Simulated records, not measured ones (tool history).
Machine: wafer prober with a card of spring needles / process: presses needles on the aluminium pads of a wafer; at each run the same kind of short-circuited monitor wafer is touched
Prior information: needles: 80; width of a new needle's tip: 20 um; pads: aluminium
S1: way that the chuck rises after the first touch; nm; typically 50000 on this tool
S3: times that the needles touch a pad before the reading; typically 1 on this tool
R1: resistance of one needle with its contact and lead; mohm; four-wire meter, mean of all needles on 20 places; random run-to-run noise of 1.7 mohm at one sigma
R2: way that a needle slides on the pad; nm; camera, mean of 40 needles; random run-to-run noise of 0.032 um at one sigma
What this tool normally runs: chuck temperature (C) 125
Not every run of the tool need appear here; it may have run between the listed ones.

{"run": 1, "hour": 0.0, "S1": 50000, "chuck temperature (C)": 125, "S3": 1, "R1": 188, "R2": 10080}
{"run": 2, "hour": 9.8, "S1": 50000, "chuck temperature (C)": 125, "S3": 1, "R1": 208, "R2": 10110}
{"run": 3, "hour": 15.4, "S1": 50000, "chuck temperature (C)": 125, "S3": 1, "R1": 214, "R2": 10080}
{"hour": 16.2, "done": "tips cleaned on abrasive film"}
{"run": 4, "hour": 21.8, "S1": 50000, "chuck temperature (C)": 125, "S3": 1, "R1": 202, "R2": 10050}
{"run": 5, "hour": 33.4, "S1": 39000, "chuck temperature (C)": 125, "S3": 1, "R1": 244, "R2": 7790}
{"hour": 35.2, "done": "tips cleaned on abrasive film"}
{"run": 6, "hour": 39.5, "S1": 50000, "chuck temperature (C)": 125, "S3": 1, "R1": 196, "R2": 10090}
{"run": 7, "hour": 48.9, "S1": 50000, "chuck temperature (C)": 59, "S3": 1, "R1": 205, "R2": 10110}
{"hour": 54.4, "done": "tips cleaned on abrasive film"}
{"run": 8, "hour": 60.3, "S1": 50000, "chuck temperature (C)": 91, "S3": 1, "R1": 190, "R2": 10030}
{"run": 9, "hour": 71.7, "S1": 50000, "chuck temperature (C)": 91, "S3": 1, "R1": 210, "R2": 10070}
{"hour": 74.0, "done": "tips cleaned on abrasive film"}
{"run": 10, "hour": 83.1, "S1": 64000, "chuck temperature (C)": 125, "S3": 1, "R1": 194, "R2": 12830}
{"run": 11, "hour": 88.7, "S1": 64000, "chuck temperature (C)": 125, "S3": 1, "R1": 197, "R2": 12850}
{"hour": 92.7, "done": "tips cleaned on abrasive film"}
{"run": 12, "hour": 101.1, "S1": 50000, "chuck temperature (C)": 125, "S3": 1, "R1": 204, "R2": 10020}
{"run": 13, "hour": 108.3, "S1": 36000, "chuck temperature (C)": 125, "S3": 1, "R1": 252, "R2": 7190}
{"hour": 111.6, "done": "tips cleaned on abrasive film"}
{"run": 14, "hour": 117.0, "S1": 50000, "chuck temperature (C)": 125, "S3": 1, "R1": 196, "R2": 10040}
{"run": 15, "hour": 124.0, "S1": 50000, "chuck temperature (C)": 36, "S3": 1, "R1": 197, "R2": 9980}
{"hour": 130.1, "done": "tips cleaned on abrasive film"}
{"run": 16, "hour": 132.5, "S1": 50000, "chuck temperature (C)": 36, "S3": 1, "R1": 175, "R2": 10060}
{"run": 17, "hour": 143.9, "S1": 50000, "chuck temperature (C)": 36, "S3": 1, "R1": 202, "R2": 9950}
{"hour": 149.0, "done": "tips cleaned on abrasive film"}
{"run": 18, "hour": 153.4, "S1": 49000, "chuck temperature (C)": 125, "S3": 1, "R1": 197, "R2": 9790}
{"run": 19, "hour": 165.0, "S1": 35000, "chuck temperature (C)": 125, "S3": 1, "R1": 259, "R2": 6990}
{"hour": 167.8, "done": "tips cleaned on abrasive film"}
{"run": 20, "hour": 172.5, "S1": 35000, "chuck temperature (C)": 125, "S3": 1, "R1": 222, "R2": 6950}
{"run": 21, "hour": 186.1, "S1": 35000, "chuck temperature (C)": 125, "S3": 1, "R1": 262, "R2": 6930}
{"hour": 186.7, "done": "tips cleaned on abrasive film"}
{"run": 22, "hour": 198.0, "S1": 47000, "chuck temperature (C)": 27, "S3": 2, "R1": 185, "R2": 9410}
{"hour": 206.3, "done": "tips cleaned on abrasive film"}
{"run": 23, "hour": 210.4, "S1": 49000, "chuck temperature (C)": 116, "S3": 2, "R1": 189, "R2": 9760}
{"run": 24, "hour": 221.0, "S1": 49000, "chuck temperature (C)": 116, "S3": 2, "R1": 200, "R2": 9720}
{"hour": 225.4, "done": "tips cleaned on abrasive film"}
{"run": 25, "hour": 226.8, "S1": 39000, "chuck temperature (C)": 125, "S3": 2, "R1": 194, "R2": 7720}
{"run": 26, "hour": 234.0, "S1": 45000, "chuck temperature (C)": 125, "S3": 1, "R1": 214, "R2": 8940}
{"hour": 244.2, "done": "tips cleaned on abrasive film"}
{"run": 27, "hour": 244.4, "S1": 50000, "chuck temperature (C)": 86, "S3": 1, "R1": 176, "R2": 9940}
{"run": 28, "hour": 255.2, "S1": 61000, "chuck temperature (C)": 119, "S3": 1, "R1": 194, "R2": 12090}
{"hour": 263.2, "done": "tips cleaned on abrasive film"}
{"run": 29, "hour": 265.6, "S1": 61000, "chuck temperature (C)": 46, "S3": 1, "R1": 171, "R2": 12140}
{"run": 30, "hour": 278.5, "S1": 38000, "chuck temperature (C)": 33, "S3": 1, "R1": 235, "R2": 7490}
{"hour": 281.8, "done": "tips cleaned on abrasive film"}
{"run": 31, "hour": 292.0, "S1": 38000, "chuck temperature (C)": 33, "S3": 1, "R1": 229, "R2": 7470}
{"hour": 300.7, "done": "tips cleaned on abrasive film"}
{"run": 32, "hour": 300.7, "S1": 50000, "chuck temperature (C)": 54, "S3": 2, "R1": 169, "R2": 9920}
{"run": 33, "hour": 306.7, "S1": 50000, "chuck temperature (C)": 54, "S3": 2, "R1": 184, "R2": 9870}
{"run": 34, "hour": 317.9, "S1": 50000, "chuck temperature (C)": 54, "S3": 2, "R1": 194, "R2": 9890}
{"hour": 319.2, "done": "tips cleaned on abrasive film"}
{"run": 35, "hour": 326.3, "S1": 46000, "chuck temperature (C)": 84, "S3": 1, "R1": 207, "R2": 9020}

Below are 3 alternative next runs, each starting from the tool's condition after run 35. Predict each:
{"run": "A", "hour": 335.0, "S1": 42000, "chuck temperature (C)": 84, "S3": 1, "R1": "?", "R2": "?"}
{"run": "B", "hour": 335.0, "S1": 46000, "chuck temperature (C)": 84, "S3": 1, "R1": "?", "R2": "?"}
{"run": "C", "hour": 335.0, "S1": 39000, "chuck temperature (C)": 73, "S3": 2, "R1": "?", "R2": "?"}

run=A R1=229 R2=8280
run=B R1=220 R2=9090
run=C R1=211 R2=7680
Take away the tool's hidden state, keep each run's random variation, and the runs would have read:
run=A R1=172 R2=8530
run=B R1=172 R2=9330
run=C R1=170 R2=7930

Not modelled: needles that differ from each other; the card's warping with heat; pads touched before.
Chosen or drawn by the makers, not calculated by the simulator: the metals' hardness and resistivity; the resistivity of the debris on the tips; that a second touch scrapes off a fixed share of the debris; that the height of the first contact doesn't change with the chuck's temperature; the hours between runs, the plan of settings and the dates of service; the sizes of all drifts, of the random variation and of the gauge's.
